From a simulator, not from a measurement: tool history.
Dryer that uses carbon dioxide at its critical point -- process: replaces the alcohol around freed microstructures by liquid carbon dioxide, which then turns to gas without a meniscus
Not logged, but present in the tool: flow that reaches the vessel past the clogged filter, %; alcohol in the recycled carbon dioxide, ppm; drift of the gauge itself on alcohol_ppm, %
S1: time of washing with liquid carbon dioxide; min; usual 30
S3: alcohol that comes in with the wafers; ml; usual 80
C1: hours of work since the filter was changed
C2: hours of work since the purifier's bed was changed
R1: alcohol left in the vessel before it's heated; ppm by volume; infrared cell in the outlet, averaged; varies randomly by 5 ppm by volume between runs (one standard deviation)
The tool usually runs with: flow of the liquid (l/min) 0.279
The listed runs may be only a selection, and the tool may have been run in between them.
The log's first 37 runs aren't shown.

run 38 hour=1265.6 | S1=21 flow_of_the_liquid_(l/min)=0.187 S3=86 | C1=72 C2=392 | R1=2852
run 39 hour=1292.6 | S1=34 flow_of_the_liquid_(l/min)=0.187 S3=47 | C1=90 C2=409 | R1=398
run 40 hour=1343.1 | S1=31 flow_of_the_liquid_(l/min)=0.279 S3=80 | C1=122 C2=442 | R1=287
run 41 hour=1366.2 | S1=32 flow_of_the_liquid_(l/min)=0.474 S3=80 | C1=137 C2=457 | R1=237
run 42 hour=1394.1 | S1=47 flow_of_the_liquid_(l/min)=0.401 S3=80 | C1=155 C2=475 | R1=270
run 43 hour=1421.0 | S1=48 flow_of_the_liquid_(l/min)=0.387 S3=26 | C1=173 C2=492 | R1=259
-- hour=1457.5 inlet filter changed
run 44 hour=1467.2 | S1=41 flow_of_the_liquid_(l/min)=0.260 S3=92 | C1=6 C2=522 | R1=280
-- hour=1506.0 purifier's bed changed
run 45 hour=1506.0 | S1=44 flow_of_the_liquid_(l/min)=0.260 S3=21 | C1=30 C2=0 | R1=4
run 46 hour=1551.4 | S1=44 flow_of_the_liquid_(l/min)=0.260 S3=21 | C1=59 C2=29 | R1=18

Each row is a separate what-if for the run after 46, all from the same tool condition, not one after another. Results?
run A hour=1587.5 | S1=23 flow_of_the_liquid_(l/min)=0.352 S3=36 | C1=82 C2=53 | R1=?
run B hour=1587.5 | S1=24 flow_of_the_liquid_(l/min)=0.224 S3=59 | C1=82 C2=53 | R1=?
run C hour=1587.5 | S1=30 flow_of_the_liquid_(l/min)=0.172 S3=80 | C1=82 C2=53 | R1=?

run=A R1=58
run=B R1=516
run=C R1=881
Take away the tool's hidden state, keep each run's random variation, and the runs would have read:
run=A R1=22
run=B R1=406
run=C R1=717
